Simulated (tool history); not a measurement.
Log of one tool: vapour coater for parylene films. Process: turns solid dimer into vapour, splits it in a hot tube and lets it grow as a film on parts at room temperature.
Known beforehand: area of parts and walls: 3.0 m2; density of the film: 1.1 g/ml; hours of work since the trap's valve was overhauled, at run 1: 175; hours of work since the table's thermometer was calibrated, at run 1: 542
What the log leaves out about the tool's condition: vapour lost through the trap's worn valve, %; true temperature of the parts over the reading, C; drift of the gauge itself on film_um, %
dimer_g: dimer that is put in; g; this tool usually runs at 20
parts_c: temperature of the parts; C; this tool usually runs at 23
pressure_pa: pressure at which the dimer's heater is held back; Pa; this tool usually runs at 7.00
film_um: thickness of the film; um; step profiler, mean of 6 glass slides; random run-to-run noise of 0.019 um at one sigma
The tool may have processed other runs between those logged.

run     day  dimer_g  parts_c  pressure_pa  hours of work since the trap's valve was overhauled  hours of work since the table's thermometer was calibrated  film_um
  1   0.000       20       23         7.00                                                  175                                                         542     4.01
  2   1.450       20       23         7.00                                                  192                                                         559     4.05
  3   2.367       20       18         7.00                                                  203                                                         569     4.56
  4   3.625       34       23         7.00                                                  218                                                         584     6.80
  5   5.100       34       24         7.00                                                  235                                                         601     6.63
  6   6.512       34       24         7.00                                                  251                                                         618     6.63
  7   7.271       34       24         7.00                                                  260                                                         627     6.61
  8   8.558       34       24         7.00                                                  275                                                         642     6.61
  9   9.517       34       24         7.00                                                  286                                                         653     6.59
 10  10.471       34       24         7.00                                                  298                                                         664     6.62
 11  11.592       34       24         7.00                                                  311                                                         677     6.59
 12  12.300       34       24         7.00                                                  319                                                         686     6.56
     12.458  -- table's thermometer calibrated
 13  13.708       20       23         4.34                                                  335                                                          15     4.04
 14  14.321       12       23         2.48                                                  342                                                          22     2.54
 15  15.388        9       22        11.33                                                  355                                                          34     1.75
 16  16.017       20       26         7.00                                                  362                                                          42     3.66
 17  17.192       20       21         4.31                                                  376                                                          55     4.28
 18  18.271       20       21         4.31                                                  388                                                          68     4.25
 19  19.000       20       21         4.31                                                  397                                                          77     4.26
     19.292  -- table's thermometer calibrated, once more
 20  20.062       34       23         7.00                                                  409                                                           9     6.73
 21  21.433        9       34         7.00                                                  425                                                          25     1.36
 22  22.112        9       34         7.00                                                  433                                                          33     1.35
 23  22.825       15       31         7.00                                                  441                                                          41     2.41
 24  24.254       15       23         7.00                                                  458                                                          58     2.94

Below are 3 alternative next runs, each starting from the tool's condition after run 24. Predict each:
  A  25.371       15       21         2.71                                                  471                                                          71        ?
  B  25.371       20       23         6.34                                                  471                                                          71        ?
  C  25.371       12       23         7.00                                                  471                                                          71        ?

run  film_um
  A     3.29
  B     3.96
  C     2.35
Take away the tool's hidden state, keep each run's random variation, and the runs would have read:
run  film_um
  A     3.48
  B     4.19
  C     2.49
